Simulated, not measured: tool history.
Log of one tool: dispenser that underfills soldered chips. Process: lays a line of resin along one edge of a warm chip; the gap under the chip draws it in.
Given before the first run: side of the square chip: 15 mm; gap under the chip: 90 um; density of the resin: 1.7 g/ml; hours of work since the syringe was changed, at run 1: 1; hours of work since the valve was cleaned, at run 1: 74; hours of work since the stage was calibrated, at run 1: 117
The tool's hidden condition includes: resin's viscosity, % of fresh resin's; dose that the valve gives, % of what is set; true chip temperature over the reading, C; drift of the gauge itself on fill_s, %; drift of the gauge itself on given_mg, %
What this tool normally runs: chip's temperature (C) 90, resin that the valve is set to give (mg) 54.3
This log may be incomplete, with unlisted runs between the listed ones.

| run | hour | chip's temperature (C) | resin that the valve is set to give (mg) | hours of work since the syringe was changed | hours of work since the valve was cleaned | hours of work since the stage was calibrated | time until the resin shows at the far edge (s) | resin that the valve gave (mg) |
|---|---|---|---|---|---|---|---|---|
| 1 | 0 | 90 | 54.3 | 1 | 74 | 117 | 151.1 | 50.78 |
| 2 | 4 | 90 | 54.3 | 3 | 77 | 120 | 174.9 | 50.66 |
| 3 | 6.7 | 90 | 65.5 | 5 | 78 | 122 | 192 | 61.49 |
|  | 9.6 | new syringe of resin |
| 4 | 12.2 | 90 | 65.5 | 2 | 82 | 125 | 157.4 | 61.02 |
| 5 | 17.5 | 90 | 65.5 | 5 | 85 | 128 | 190.6 | 60.94 |
|  | 19.7 | new syringe of resin |
| 6 | 21.5 | 90 | 54.3 | 1 | 88 | 131 | 156.2 | 50.49 |
| 7 | 26.9 | 102 | 54.3 | 5 | 91 | 134 | 131.4 | 50.21 |
|  | 29.9 | new syringe of resin |
| 8 | 31.4 | 102 | 54.3 | 1 | 94 | 137 | 106.1 | 50.03 |
| 9 | 35.4 | 100 | 54.3 | 4 | 96 | 139 | 131.4 | 50.04 |
| 10 | 39.6 | 88 | 65.4 | 6 | 99 | 142 | 219.4 | 60.12 |
|  | 40.4 | new syringe of resin |
| 11 | 46.3 | 79 | 66.4 | 4 | 103 | 146 | 263.4 | 60.18 |
|  | 51 | new syringe of resin |
| 12 | 52.9 | 79 | 50.7 | 1 | 107 | 150 | 235 | 46.38 |
| 13 | 57 | 77 | 47.8 | 4 | 110 | 153 | 298.7 | 43.51 |
|  | 59.3 | dispensing valve cleaned and set on the balance |
|  | 62.2 | new syringe of resin |
| 14 | 62.5 | 77 | 47.8 | 0 | 2 | 155 | 241.5 | 47.52 |
| 15 | 65.6 | 77 | 61.9 | 2 | 4 | 157 | 261.4 | 62.06 |
| 16 | 69.9 | 103 | 49.6 | 5 | 7 | 160 | 134.7 | 49.2 |
|  | 72.7 | new syringe of resin |
| 17 | 76 | 76 | 63.9 | 2 | 10 | 164 | 260.4 | 63.65 |
| 18 | 80 | 96 | 46.4 | 5 | 13 | 166 | 162.9 | 45.92 |

Branching from run 18: 5 alternative next runs. What would each branch give?
|  | 82.9 | new syringe of resin |
| A | 86.5 | 77 | 46.4 | 2 | 17 | 170 | ? | ? |
|  | 82.9 | new syringe of resin |
| B | 86.5 | 83 | 48.2 | 2 | 17 | 170 | ? | ? |
|  | 82.9 | new syringe of resin |
| C | 86.5 | 79 | 47.7 | 2 | 17 | 170 | ? | ? |
|  | 82.9 | new syringe of resin |
| D | 86.5 | 98 | 56.9 | 2 | 17 | 170 | ? | ? |
|  | 82.9 | new syringe of resin |
| E | 86.5 | 100 | 64.1 | 2 | 17 | 170 | ? | ? |

| run | time until the resin shows at the far edge (s) | resin that the valve gave (mg) |
|---|---|---|
| A | 267.4 | 45.73 |
| B | 215 | 47.03 |
| C | 252.2 | 46.93 |
| D | 129.4 | 56.1 |
| E | 118.5 | 62.79 |
With the hidden condition removed and each run's random variation left untouched, the same runs would have given:
| run | time until the resin shows at the far edge (s) | resin that the valve gave (mg) |
|---|---|---|
| A | 233.5 | 46.45 |
| B | 187.8 | 47.77 |
| C | 220.3 | 47.67 |
| D | 113.3 | 56.99 |
| E | 103.7 | 63.78 |
